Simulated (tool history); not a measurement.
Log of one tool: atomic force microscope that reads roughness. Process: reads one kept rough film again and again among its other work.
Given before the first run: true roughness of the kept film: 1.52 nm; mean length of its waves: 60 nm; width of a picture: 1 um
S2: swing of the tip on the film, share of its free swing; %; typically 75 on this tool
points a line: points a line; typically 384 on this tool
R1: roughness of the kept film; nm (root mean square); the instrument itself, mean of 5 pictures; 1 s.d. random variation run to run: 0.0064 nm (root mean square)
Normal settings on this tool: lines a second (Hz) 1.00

Run 1, hour 0.0: usual settings. Result: R1 1.358 nm (root mean square).
Run 2, hour 12.6: usual settings. Result: R1 1.361 nm (root mean square).
Run 3, hour 21.9: usual settings but points a line 551. Result: R1 1.357 nm (root mean square).
At hour 31.5: new tip fitted.
Run 4, hour 33.5: usual settings but points a line 551. Result: R1 1.363 nm (root mean square).
Run 5, hour 44.8: usual settings but points a line 469. Result: R1 1.366 nm (root mean square).
Run 6, hour 53.9: usual settings but points a line 760. Result: R1 1.373 nm (root mean square).
Run 7, hour 69.9: usual settings but S2 56 %, points a line 760. Result: R1 1.447 nm (root mean square).
Run 8, hour 87.4: usual settings. Result: R1 1.358 nm (root mean square).
Run 9, hour 104.6: usual settings. Result: R1 1.359 nm (root mean square).
Run 10, hour 113.3: usual settings. Result: R1 1.354 nm (root mean square).
At hour 122.8: new tip fitted.
Run 11, hour 127.1: usual settings. Result: R1 1.374 nm (root mean square).
Run 12, hour 137.2: usual settings but S2 64 %. Result: R1 1.420 nm (root mean square).
Run 13, hour 149.3: usual settings but S2 64 %. Result: R1 1.414 nm (root mean square).
Run 14, hour 167.1: usual settings but S2 64 %. Result: R1 1.416 nm (root mean square).
Run 15, hour 183.3: usual settings but lines a second (Hz) 1.24, S2 63 %, points a line 337. Result: R1 1.407 nm (root mean square).
Run 16, hour 197.8: usual settings but lines a second (Hz) 2.19, S2 89 %, points a line 593. Result: R1 1.078 nm (root mean square).
Run 17, hour 209.7: usual settings but lines a second (Hz) 1.25, points a line 455. Result: R1 1.334 nm (root mean square).
At hour 214.8: new tip fitted.
Run 18, hour 221.2: usual settings but lines a second (Hz) 1.05, S2 68 %, points a line 281. Result: R1 1.388 nm (root mean square).
Run 19, hour 237.2: usual settings but lines a second (Hz) 0.83, S2 55 %, points a line 758. Result: R1 1.461 nm (root mean square).
Run 20, hour 251.4: usual settings but lines a second (Hz) 0.83, S2 55 %, points a line 758. Result: R1 1.444 nm (root mean square).
Run 21, hour 268.6: usual settings but S2 63 %, points a line 594. Result: R1 1.422 nm (root mean square).
Run 22, hour 286.7: usual settings but S2 63 %, points a line 594. Result: R1 1.421 nm (root mean square).
Run 23, hour 297.1: usual settings but lines a second (Hz) 0.95. Result: R1 1.358 nm (root mean square).
At hour 307.2: new tip fitted.
Run 24, hour 313.5: usual settings but lines a second (Hz) 0.95. Result: R1 1.365 nm (root mean square).
Run 25, hour 324.5: usual settings but lines a second (Hz) 0.95. Result: R1 1.363 nm (root mean square).
Run 26, hour 333.8: usual settings but lines a second (Hz) 1.10, S2 59 %, points a line 393. Result: R1 1.417 nm (root mean square).
Run 27, hour 347.5: usual settings but lines a second (Hz) 1.77, S2 59 %, points a line 393. Result: R1 1.398 nm (root mean square).

Measured less the same run without the tool's hidden state. The same run-to-run variation is in both; the gauge's scatter may not be:
What the log doesn't record here: radius of the tip, nm; height scale over the true one, %; drift of the gauge itself on roughness_nm, %.
run      R1
  1  -0.020
  2  -0.022
  3  -0.024
  4  -0.008
  5  -0.010
  6  -0.012
  7  -0.016
  8  -0.018
  9  -0.021
 10  -0.023
 11  -0.010
 12  -0.013
 13  -0.015
 14  -0.018
 15  -0.021
 16  -0.018
 17  -0.025
 18  -0.010
 19  -0.014
 20  -0.018
 21  -0.021
 22  -0.025
 23  -0.026
 24  -0.013
 25  -0.014
 26  -0.017
 27  -0.019
